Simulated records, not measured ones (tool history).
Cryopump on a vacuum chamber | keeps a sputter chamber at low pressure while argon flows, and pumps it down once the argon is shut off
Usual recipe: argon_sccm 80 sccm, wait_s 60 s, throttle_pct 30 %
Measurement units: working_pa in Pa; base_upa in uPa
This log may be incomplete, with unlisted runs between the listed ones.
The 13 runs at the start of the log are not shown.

run 14 hour=973.4 | argon_sccm=80 wait_s=60 throttle_pct=30 | working_pa=0.1856 base_upa=0.93
run 15 hour=1058 | argon_sccm=80 wait_s=60 throttle_pct=30 | working_pa=0.1866 base_upa=1
run 16 hour=1168.8 | argon_sccm=80 wait_s=60 throttle_pct=30 | working_pa=0.1875 base_upa=1.16
run 17 hour=1253.2 | argon_sccm=80 wait_s=60 throttle_pct=30 | working_pa=0.1889 base_upa=1.18
run 18 hour=1340.9 | argon_sccm=80 wait_s=60 throttle_pct=30 | working_pa=0.1905 base_upa=1.3
run 19 hour=1452.2 | argon_sccm=45 wait_s=60 throttle_pct=45 | working_pa=0.0726 base_upa=1.42
run 20 hour=1557.7 | argon_sccm=126 wait_s=26 throttle_pct=47 | working_pa=0.1983 base_upa=2.59
run 21 hour=1626.8 | argon_sccm=80 wait_s=119 throttle_pct=33 | working_pa=0.176 base_upa=1.22
run 22 hour=1732.5 | argon_sccm=80 wait_s=119 throttle_pct=33 | working_pa=0.1761 base_upa=1.37
run 23 hour=1813.3 | argon_sccm=80 wait_s=119 throttle_pct=33 | working_pa=0.1765 base_upa=1.43
run 24 hour=1894.6 | argon_sccm=80 wait_s=119 throttle_pct=33 | working_pa=0.1778 base_upa=1.51
run 25 hour=1983 | argon_sccm=80 wait_s=119 throttle_pct=33 | working_pa=0.1785 base_upa=1.63
run 26 hour=2062.3 | argon_sccm=150 wait_s=60 throttle_pct=54 | working_pa=0.2169 base_upa=2.14
run 27 hour=2107.4 | argon_sccm=80 wait_s=60 throttle_pct=17 | working_pa=0.3391 base_upa=2.14
run 28 hour=2187.1 | argon_sccm=80 wait_s=60 throttle_pct=17 | working_pa=0.3394 base_upa=2.26
run 29 hour=2256.1 | argon_sccm=80 wait_s=60 throttle_pct=17 | working_pa=0.3368 base_upa=2.26
-- hour=2275.6 pump warmed up, emptied and cooled again
run 30 hour=2320.7 | argon_sccm=149 wait_s=106 throttle_pct=30 | working_pa=0.3437 base_upa=1.74
run 31 hour=2366.3 | argon_sccm=80 wait_s=63 throttle_pct=55 | working_pa=0.1028 base_upa=2.01
run 32 hour=2413.5 | argon_sccm=148 wait_s=116 throttle_pct=29 | working_pa=0.3535 base_upa=1.77
run 33 hour=2493.3 | argon_sccm=148 wait_s=116 throttle_pct=29 | working_pa=0.3556 base_upa=1.89
run 34 hour=2547.4 | argon_sccm=44 wait_s=95 throttle_pct=37 | working_pa=0.0843 base_upa=2.07
run 35 hour=2629.8 | argon_sccm=44 wait_s=227 throttle_pct=23 | working_pa=0.1339 base_upa=1.89

Consider 3 possible next runs. They are alternatives, not a sequence: every one starts from the tool as it was left by run 35. What does each give?
run A hour=2679.7 | argon_sccm=80 wait_s=60 throttle_pct=55 | working_pa=? base_upa=?
run B hour=2679.7 | argon_sccm=59 wait_s=121 throttle_pct=26 | working_pa=? base_upa=?
run C hour=2679.7 | argon_sccm=101 wait_s=53 throttle_pct=41 | working_pa=? base_upa=?

run=A working_pa=0.1046 base_upa=2.49
run=B working_pa=0.1601 base_upa=2.07
run=C working_pa=0.1758 base_upa=2.62
With the hidden condition removed and each run's random variation left untouched, the same runs would have given:
run=A working_pa=0.1001 base_upa=0.88
run=B working_pa=0.1567 base_upa=0.49
run=C working_pa=0.1701 base_upa=1.02
